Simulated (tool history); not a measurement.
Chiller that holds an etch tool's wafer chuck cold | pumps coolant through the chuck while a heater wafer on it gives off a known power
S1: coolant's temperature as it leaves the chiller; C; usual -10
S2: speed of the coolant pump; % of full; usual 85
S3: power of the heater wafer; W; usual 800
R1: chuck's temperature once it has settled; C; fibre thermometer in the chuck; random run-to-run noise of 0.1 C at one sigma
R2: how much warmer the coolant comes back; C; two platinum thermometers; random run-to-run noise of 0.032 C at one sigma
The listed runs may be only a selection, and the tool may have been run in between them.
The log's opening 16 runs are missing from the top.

run 17 hour=1681.5 | S1=-10 S2=85 S3=800 | R1=-2.2 R2=3.84
-- hour=1697.1 coolant pump overhauled, once more
run 18 hour=1795.6 | S1=-20 S2=73 S3=688 | R1=-13.3 R2=3.27
run 19 hour=1895.8 | S1=-17 S2=85 S3=800 | R1=-10.1 R2=3.23
run 20 hour=1995.6 | S1=-7 S2=61 S3=408 | R1=-2.1 R2=2.34
run 21 hour=2064.5 | S1=-7 S2=61 S3=408 | R1=-1.9 R2=2.37
run 22 hour=2151.6 | S1=-19 S2=61 S3=817 | R1=-9.4 R2=4.75
run 23 hour=2234.1 | S1=-19 S2=61 S3=817 | R1=-9.4 R2=4.76
run 24 hour=2309.3 | S1=-19 S2=61 S3=817 | R1=-9.4 R2=4.80
run 25 hour=2377.2 | S1=-10 S2=99 S3=604 | R1=-5.2 R2=2.08
run 26 hour=2484.1 | S1=-10 S2=99 S3=604 | R1=-5.2 R2=2.16
run 27 hour=2613.4 | S1=-10 S2=65 S3=1005 | R1=1.2 R2=5.51
run 28 hour=2675.0 | S1=-15 S2=99 S3=1004 | R1=-7.3 R2=3.51
run 29 hour=2775.8 | S1=-3 S2=71 S3=800 | R1=5.4 R2=3.99
run 30 hour=2837.0 | S1=-3 S2=71 S3=800 | R1=5.3 R2=4.02
run 31 hour=2935.7 | S1=-1 S2=95 S3=800 | R1=5.6 R2=2.93
run 32 hour=3050.5 | S1=-10 S2=85 S3=818 | R1=-2.7 R2=3.39
run 33 hour=3157.5 | S1=-10 S2=85 S3=818 | R1=-2.5 R2=3.41

Forecast each of these 3 alternatives for the next run:
run A hour=3238.3 | S1=-2 S2=83 S3=806 | R1=? R2=?
run B hour=3238.3 | S1=-10 S2=78 S3=800 | R1=? R2=?
run C hour=3238.3 | S1=-9 S2=85 S3=718 | R1=? R2=?

run=A R1=5.4 R2=3.43
run=B R1=-2.2 R2=3.60
run=C R1=-2.3 R2=2.97
What these runs would have given with no unlogged condition in the tool:
run=A R1=3.7 R2=3.33
run=B R1=-4.0 R2=3.50
run=C R1=-3.9 R2=2.89

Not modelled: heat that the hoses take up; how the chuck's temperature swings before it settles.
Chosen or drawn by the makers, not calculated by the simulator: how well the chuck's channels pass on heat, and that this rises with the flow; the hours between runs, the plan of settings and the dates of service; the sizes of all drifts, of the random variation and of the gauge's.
